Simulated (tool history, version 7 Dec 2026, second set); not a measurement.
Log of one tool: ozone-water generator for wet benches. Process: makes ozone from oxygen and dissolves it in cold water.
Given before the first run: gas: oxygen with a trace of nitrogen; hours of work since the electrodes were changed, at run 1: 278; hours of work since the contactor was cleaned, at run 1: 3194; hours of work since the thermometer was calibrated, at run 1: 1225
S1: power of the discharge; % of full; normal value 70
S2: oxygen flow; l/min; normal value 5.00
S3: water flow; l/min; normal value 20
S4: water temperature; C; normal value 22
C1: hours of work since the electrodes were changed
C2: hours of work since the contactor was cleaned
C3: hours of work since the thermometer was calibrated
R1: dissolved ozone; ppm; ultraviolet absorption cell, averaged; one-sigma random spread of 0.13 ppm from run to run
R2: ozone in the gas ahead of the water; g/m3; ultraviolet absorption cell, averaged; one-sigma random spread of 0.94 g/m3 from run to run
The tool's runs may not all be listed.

| run | hour | S1 | S2 | S3 | S4 | C1 | C2 | C3 | R1 | R2 |
|---|---|---|---|---|---|---|---|---|---|---|
| 1 | 0.0 | 70 | 5.00 | 20 | 22 | 278 | 3194 | 1225 | 15.6 | 159.5 |
| 2 | 126.9 | 70 | 5.00 | 20 | 22 | 360 | 3276 | 1307 | 15.7 | 159.9 |
| 3 | 301.4 | 70 | 5.00 | 20 | 22 | 473 | 3389 | 1420 | 15.9 | 160.2 |
| 4 | 390.2 | 70 | 5.00 | 20 | 22 | 531 | 3447 | 1478 | 15.6 | 159.4 |
| 5 | 508.4 | 70 | 5.00 | 20 | 14 | 607 | 3523 | 1554 | 17.5 | 160.2 |
| 6 | 662.2 | 70 | 5.00 | 20 | 14 | 707 | 3623 | 1654 | 17.5 | 160.6 |
| 7 | 811.2 | 70 | 5.00 | 20 | 14 | 803 | 3719 | 1750 | 17.7 | 161.9 |
| 8 | 944.1 | 70 | 5.00 | 20 | 14 | 889 | 3805 | 1836 | 17.7 | 159.8 |
|  | 1056.0 | contactor cleaned |
| 9 | 1131.4 | 70 | 7.04 | 20 | 22 | 1008 | 49 | 1955 | 15.2 | 128.8 |
| 10 | 1320.1 | 70 | 7.04 | 20 | 22 | 1130 | 171 | 2077 | 14.9 | 128.6 |
| 11 | 1495.1 | 70 | 5.00 | 20 | 24 | 1244 | 284 | 2190 | 15.3 | 162.3 |
| 12 | 1580.0 | 64 | 5.00 | 20 | 22 | 1299 | 339 | 2245 | 14.5 | 147.0 |
| 13 | 1747.3 | 87 | 5.00 | 20 | 22 | 1407 | 448 | 2354 | 19.2 | 195.5 |
| 14 | 1913.5 | 70 | 8.04 | 20 | 22 | 1515 | 555 | 2461 | 14.7 | 120.3 |

The next listed run, before its measurement:
| 15 | 2049.7 | 91 | 5.00 | 23 | 16 | 1603 | 644 | 2550 | ? | ? |

R1: 19.1 ppm
R2: 204.3 g/m3
If the tool had no hidden condition, the same run with the same run-to-run variation would have returned R1 19.1 ppm, R2 204.4 g/m3.

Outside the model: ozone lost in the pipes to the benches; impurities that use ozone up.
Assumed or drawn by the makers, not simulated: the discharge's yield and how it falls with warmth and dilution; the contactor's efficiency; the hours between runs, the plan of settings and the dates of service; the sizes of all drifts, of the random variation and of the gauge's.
